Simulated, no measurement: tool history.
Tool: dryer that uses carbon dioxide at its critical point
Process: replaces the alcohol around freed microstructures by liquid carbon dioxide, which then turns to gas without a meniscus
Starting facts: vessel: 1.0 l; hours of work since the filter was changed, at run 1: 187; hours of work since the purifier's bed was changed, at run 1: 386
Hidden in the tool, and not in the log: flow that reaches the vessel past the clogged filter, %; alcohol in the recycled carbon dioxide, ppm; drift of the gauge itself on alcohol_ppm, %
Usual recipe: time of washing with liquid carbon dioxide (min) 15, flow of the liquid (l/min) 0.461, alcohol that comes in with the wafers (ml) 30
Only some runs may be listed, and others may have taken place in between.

run	hour	time of washing with liquid carbon dioxide (min)	flow of the liquid (l/min)	alcohol that comes in with the wafers (ml)	hours of work since the filter was changed	hours of work since the purifier's bed was changed	alcohol left in the vessel before it's heated (ppm by volume)
1	0.0	15	0.461	30	187	386	175
2	61.5	15	0.461	30	230	429	177
3	110.5	15	0.461	30	264	463	189
4	177.9	15	0.461	30	311	510	219
5	232.2	15	0.461	30	349	548	215
6	279.0	15	0.638	30	382	581	96
7	346.7	15	0.461	30	429	628	258
8	377.3	15	0.461	30	451	650	263
9	426.2	15	0.461	33	485	684	290
10	463.4	24	0.461	30	511	710	102
# hour 469.9: inlet filter changed
11	494.8	15	0.461	30	17	731	192
12	565.8	15	0.461	41	67	781	236
13	597.8	15	0.461	41	89	803	248
14	665.2	15	0.461	41	137	850	265
15	709.5	15	0.461	41	167	881	261
16	771.1	15	0.461	41	211	924	281
17	813.8	15	0.461	41	240	954	298
18	845.3	15	0.461	30	262	976	248
19	907.2	15	0.461	30	306	1020	270
20	970.7	17	0.625	29	350	1064	141
21	1017.2	22	0.321	75	383	1096	581
22	1062.9	13	0.461	80	415	1128	1073
23	1116.5	23	0.461	57	452	1166	168
24	1167.4	10	0.569	23	488	1201	513
# hour 1211.5: inlet filter changed
25	1233.1	11	0.363	41	15	1247	1739
26	1268.9	15	0.461	34	40	1272	258
27	1318.8	21	0.432	34	75	1307	178
28	1371.4	21	0.651	26	112	1343	157
29	1438.4	19	0.354	36	159	1390	351
# hour 1459.6: purifier's bed changed
30	1511.7	10	0.437	36	208	36	1171
31	1557.3	10	0.437	36	240	68	1211
32	1615.3	10	0.437	36	280	109	1276
33	1685.9	17	0.437	90	330	158	325
34	1716.9	11	0.527	83	351	180	982
35	1750.7	11	0.527	83	375	204	1049
36	1822.0	11	0.300	27	425	253	2625
37	1879.2	23	0.318	84	465	293	502

Pick out some run-to-run changes in alcohol left in the vessel before it's heated (ppm by volume). Of each, how much would a tool without hidden state show as well, from the settings, what came in and chance, and how much is left for the hidden state and any gauge scatter not in both results compared?
Run 22 -> 23: time of washing with liquid carbon dioxide (min) 13 -> 23, alcohol that comes in with the wafers (ml) 80 -> 57. alcohol left in the vessel before it's heated (ppm by volume) -905: hidden state -406, all else -499.
Run 25 -> 26: time of washing with liquid carbon dioxide (min) 11 -> 15, flow of the liquid (l/min) 0.363 -> 0.461, alcohol that comes in with the wafers (ml) 41 -> 34. alcohol left in the vessel before it's heated (ppm by volume) -1481: hidden state -39, all else -1442.
Run 35 -> 36: flow of the liquid (l/min) 0.527 -> 0.300, alcohol that comes in with the wafers (ml) 83 -> 27. alcohol left in the vessel before it's heated (ppm by volume) +1576: hidden state +300, all else +1276.
Run 36 -> 37: time of washing with liquid carbon dioxide (min) 11 -> 23, flow of the liquid (l/min) 0.300 -> 0.318, alcohol that comes in with the wafers (ml) 27 -> 84. alcohol left in the vessel before it's heated (ppm by volume) -2123: hidden state -448, all else -1675.

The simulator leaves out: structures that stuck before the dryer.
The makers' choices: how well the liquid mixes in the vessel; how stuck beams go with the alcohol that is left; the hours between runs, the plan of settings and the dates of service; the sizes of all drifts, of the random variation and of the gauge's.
